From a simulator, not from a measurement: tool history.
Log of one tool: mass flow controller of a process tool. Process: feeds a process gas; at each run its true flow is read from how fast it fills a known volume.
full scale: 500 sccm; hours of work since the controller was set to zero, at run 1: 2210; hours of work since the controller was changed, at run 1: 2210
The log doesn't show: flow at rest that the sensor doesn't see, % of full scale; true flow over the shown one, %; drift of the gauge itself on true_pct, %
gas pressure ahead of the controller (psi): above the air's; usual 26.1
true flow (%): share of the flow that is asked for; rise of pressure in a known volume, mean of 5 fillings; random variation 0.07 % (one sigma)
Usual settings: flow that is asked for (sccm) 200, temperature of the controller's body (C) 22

run     day  flow that is asked for (sccm)  gas pressure ahead of the controller (psi)  temperature of the controller's body (C)  hours of work since the controller was set to zero  hours of work since the controller was changed  true flow (%)
  1   0.000                            200                                        26.1                                        22                                                2210                                            2210          99.52
  2   3.004                            200                                        26.1                                        22                                                2267                                            2267          99.64
  3   5.092                            200                                        26.1                                        22                                                2307                                            2307          99.56
  4   7.400                            200                                        26.1                                        22                                                2351                                            2351          99.57
  5  10.008                            200                                        26.1                                        22                                                2400                                            2400          99.61
  6  12.492                            200                                        26.1                                        22                                                2447                                            2447          99.60
  7  15.329                            200                                        26.1                                        22                                                2501                                            2501          99.50
  8  16.996                            200                                        26.1                                        31                                                2533                                            2533         100.39
  9  20.300                            200                                        26.1                                        31                                                2596                                            2596         100.39
 10  22.504                            200                                        26.1                                        31                                                2637                                            2637         100.40
 11  25.592                            200                                        26.1                                        31                                                2696                                            2696         100.53
 12  28.304                            200                                        26.1                                        31                                                2747                                            2747         100.43
 13  29.762                            200                                        26.1                                        31                                                2775                                            2775         100.43
 14  32.542                            200                                        26.1                                        31                                                2828                                            2828         100.46
 15  35.521                            200                                        26.1                                        31                                                2884                                            2884         100.43
 16  37.838                            200                                        23.6                                        22                                                2928                                            2928          99.70
 17  40.017                            200                                        23.6                                        22                                                2970                                            2970          99.81
 18  43.167                            200                                        23.6                                        22                                                3029                                            3029          99.67
 19  45.562                            200                                        26.1                                        22                                                3075                                            3075          99.71
 20  48.571                             52                                        26.1                                        22                                                3132                                            3132         103.76
 21  50.125                             52                                        26.1                                        22                                                3161                                            3161         103.83
 22  51.704                             70                                        23.9                                        25                                                3191                                            3191         102.58
 23  55.221                             79                                        26.1                                        38                                                3258                                            3258         103.30
 24  58.708                             56                                        26.1                                        31                                                3324                                            3324         104.33
 25  62.033                            200                                        32.1                                        27                                                3387                                            3387         100.01
 26  64.871                            169                                        32.1                                        31                                                3441                                            3441         100.50
 27  67.850                            271                                        36.7                                        31                                                3497                                            3497          99.90
 28  69.512                            125                                        38.6                                        29                                                3529                                            3529         100.77
 29  71.725                            125                                        38.6                                        29                                                3571                                            3571         100.83
 30  75.025                            373                                        24.2                                        29                                                3634                                            3634          99.96
 31  78.292                            373                                        24.2                                        29                                                3695                                            3695          99.83
 32  79.733                            373                                        22.9                                        37                                                3723                                            3723         100.68
 33  82.425                             94                                        23.5                                        21                                                3774                                            3774         101.55
 34  85.479                             94                                        23.5                                        21                                                3832                                            3832         101.57
 35  88.554                            200                                        32.2                                        26                                                3890                                            3890          99.80
 36  90.117                            200                                        32.2                                        26                                                3920                                            3920          99.91
 37  92.562                            200                                        32.2                                        26                                                3966                                            3966          99.82
 38  94.525                            200                                        32.2                                        26                                                4003                                            4003          99.89
 39  96.817                            200                                        32.2                                        26                                                4047                                            4047          99.81
 40  99.450                            200                                        32.2                                        34                                                4097                                            4097         100.63

4 ways to go on from here, each from the tool as it stands after run 40. What would each give?
  A  102.962                            200                                        21.3                                        22                                                4163                                            4163              ?
  B  102.962                            157                                        26.1                                        34                                                4163                                            4163              ?
  C  102.962                            200                                        26.1                                        38                                                4163                                            4163              ?
  D  102.962                            200                                        22.5                                        32                                                4163                                            4163              ?

run  true flow (%)
  A          99.83
  B         101.30
  C         101.11
  D         100.63
Without the tool's hidden state the same runs would have given:
run  true flow (%)
  A          99.33
  B         100.25
  C         100.61
  D         100.14

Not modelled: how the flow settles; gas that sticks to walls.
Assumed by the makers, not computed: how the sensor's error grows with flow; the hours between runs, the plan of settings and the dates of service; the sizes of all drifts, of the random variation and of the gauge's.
